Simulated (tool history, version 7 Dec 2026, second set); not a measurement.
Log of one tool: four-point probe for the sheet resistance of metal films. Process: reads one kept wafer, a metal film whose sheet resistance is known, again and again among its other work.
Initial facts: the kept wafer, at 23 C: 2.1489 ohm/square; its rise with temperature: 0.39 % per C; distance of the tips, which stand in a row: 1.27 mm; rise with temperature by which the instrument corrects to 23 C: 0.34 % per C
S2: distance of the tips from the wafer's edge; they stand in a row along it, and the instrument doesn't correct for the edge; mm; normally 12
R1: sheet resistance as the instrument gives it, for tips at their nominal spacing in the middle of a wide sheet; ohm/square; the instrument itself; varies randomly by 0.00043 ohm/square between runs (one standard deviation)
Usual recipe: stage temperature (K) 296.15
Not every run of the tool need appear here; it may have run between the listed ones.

Run 1, hour 0: usual settings. Result: R1 2.168458 ohm/square.
Run 2, hour 17.8: usual settings. Result: R1 2.168827 ohm/square.
Run 3, hour 32.2: usual settings. Result: R1 2.168889 ohm/square.
Run 4, hour 53.5: usual settings. Result: R1 2.168476 ohm/square.
Run 5, hour 74.5: usual settings. Result: R1 2.167933 ohm/square.
Run 6, hour 99.4: usual settings. Result: R1 2.168446 ohm/square.
Run 7, hour 119.2: usual settings. Result: R1 2.168702 ohm/square.
Run 8, hour 146.1: usual settings but stage temperature (K) 300.15. Result: R1 2.173211 ohm/square.
Run 9, hour 163.8: usual settings but stage temperature (K) 300.15. Result: R1 2.17279 ohm/square.
Run 10, hour 179.7: usual settings but stage temperature (K) 300.15. Result: R1 2.172662 ohm/square.
Run 11, hour 201.6: usual settings. Result: R1 2.168193 ohm/square.
Run 12, hour 221.2: usual settings. Result: R1 2.168557 ohm/square.
Run 13, hour 243.2: usual settings. Result: R1 2.167881 ohm/square.
Run 14, hour 267.5: usual settings but S2 30 mm. Result: R1 2.158231 ohm/square.
Run 15, hour 294.5: usual settings but S2 30 mm. Result: R1 2.158315 ohm/square.
Run 16, hour 319.2: usual settings but S2 30 mm. Result: R1 2.15692 ohm/square.
At hour 321.6: stage's thermometer calibrated.
Run 17, hour 335.9: usual settings but S2 30 mm. Result: R1 2.157793 ohm/square.
Run 18, hour 351: usual settings but S2 30 mm. Result: R1 2.158927 ohm/square.
Run 19, hour 372.8: usual settings but S2 30 mm. Result: R1 2.157938 ohm/square.
Run 20, hour 392.8: usual settings but S2 30 mm. Result: R1 2.158161 ohm/square.
Run 21, hour 416.9: usual settings but S2 30 mm. Result: R1 2.158695 ohm/square.
Run 22, hour 440.6: usual settings. Result: R1 2.169459 ohm/square.
At hour 442.7: stage's thermometer calibrated, once more.
Run 23, hour 461.1: usual settings but stage temperature (K) 292.15, S2 60 mm. Result: R1 2.145967 ohm/square.
Run 24, hour 483.3: usual settings but stage temperature (K) 292.15, S2 60 mm. Result: R1 2.14618 ohm/square.
Run 25, hour 497.6: usual settings but stage temperature (K) 292.15, S2 39 mm. Result: R1 2.147484 ohm/square.
Run 26, hour 515.9: usual settings but stage temperature (K) 303.15, S2 50 mm. Result: R1 2.158868 ohm/square.
Run 27, hour 530: usual settings but stage temperature (K) 292.15, S2 58 mm. Result: R1 2.146775 ohm/square.
Run 28, hour 545: usual settings but stage temperature (K) 292.15, S2 58 mm. Result: R1 2.146359 ohm/square.
Run 29, hour 561.3: usual settings but stage temperature (K) 307.15, S2 4 mm. Result: R1 2.273695 ohm/square.
Run 30, hour 580.1: usual settings but stage temperature (K) 307.15, S2 4 mm. Result: R1 2.272739 ohm/square.
Run 31, hour 593.7: usual settings but stage temperature (K) 307.15, S2 4 mm. Result: R1 2.273352 ohm/square.
Run 32, hour 620.3: usual settings but stage temperature (K) 307.15, S2 4 mm. Result: R1 2.273035 ohm/square.
Run 33, hour 641.6: usual settings but stage temperature (K) 304.15, S2 39 mm. Result: R1 2.160015 ohm/square.
Run 34, hour 654.4: usual settings but stage temperature (K) 304.15, S2 39 mm. Result: R1 2.160024 ohm/square.
Run 35, hour 672.9: usual settings but stage temperature (K) 301.15, S2 22 mm. Result: R1 2.159047 ohm/square.
Run 36, hour 698.5: usual settings but stage temperature (K) 301.15, S2 14 mm. Result: R1 2.165477 ohm/square.
Run 37, hour 721.6: usual settings but stage temperature (K) 307.15, S2 41 mm. Result: R1 2.163724 ohm/square.
Run 38, hour 735: usual settings but stage temperature (K) 307.15, S2 41 mm. Result: R1 2.163047 ohm/square.
Run 39, hour 747: usual settings but stage temperature (K) 307.15, S2 41 mm. Result: R1 2.163662 ohm/square.
Run 40, hour 765.2: usual settings but stage temperature (K) 301.15, S2 7 mm. Result: R1 2.193434 ohm/square.
Run 41, hour 782.4: usual settings but stage temperature (K) 300.15, S2 4 mm. Result: R1 2.264963 ohm/square.
Run 42, hour 798.5: usual settings but stage temperature (K) 295.15, S2 19 mm. Result: R1 2.154343 ohm/square.
Run 43, hour 819.6: usual settings but S2 3 mm. Result: R1 2.338627 ohm/square.
Run 44, hour 841: usual settings but stage temperature (K) 292.15, S2 5 mm. Result: R1 2.218185 ohm/square.

Below, each run's measurement less what the same run would have read without the hidden state. Both values contain the same run-to-run variation, but the gauge's scatter may not be the same in both:
Hidden state at play: inner tips' distance over the nominal, %; tips' flats over new ones', %; wafer's true temperature over the reading, C; drift of the gauge itself on sheet_ohm, %.
run         R1
  1  +0.006715
  2  +0.006704
  3  +0.006692
  4  +0.006673
  5  +0.006657
  6  +0.006642
  7   +0.00663
  8  +0.006566
  9  +0.006552
 10  +0.006539
 11  +0.006576
 12  +0.006563
 13  +0.006547
 14  +0.006505
 15  +0.006481
 16  +0.006461
 17  +0.007268
 18   +0.00726
 19  +0.007243
 20  +0.007228
 21  +0.007217
 22  +0.007237
 23  +0.001474
 24  +0.001458
 25  +0.001449
 26   +0.00145
 27  +0.001421
 28  +0.001412
 29  +0.001485
 30  +0.001469
 31  +0.001458
 32  +0.001439
 33  +0.001352
 34   +0.00134
 35  +0.001326
 36  +0.001314
 37  +0.001292
 38  +0.001285
 39  +0.001274
 40  +0.001277
 41  +0.001307
 42  +0.001242
 43  +0.001322
 44  +0.001249
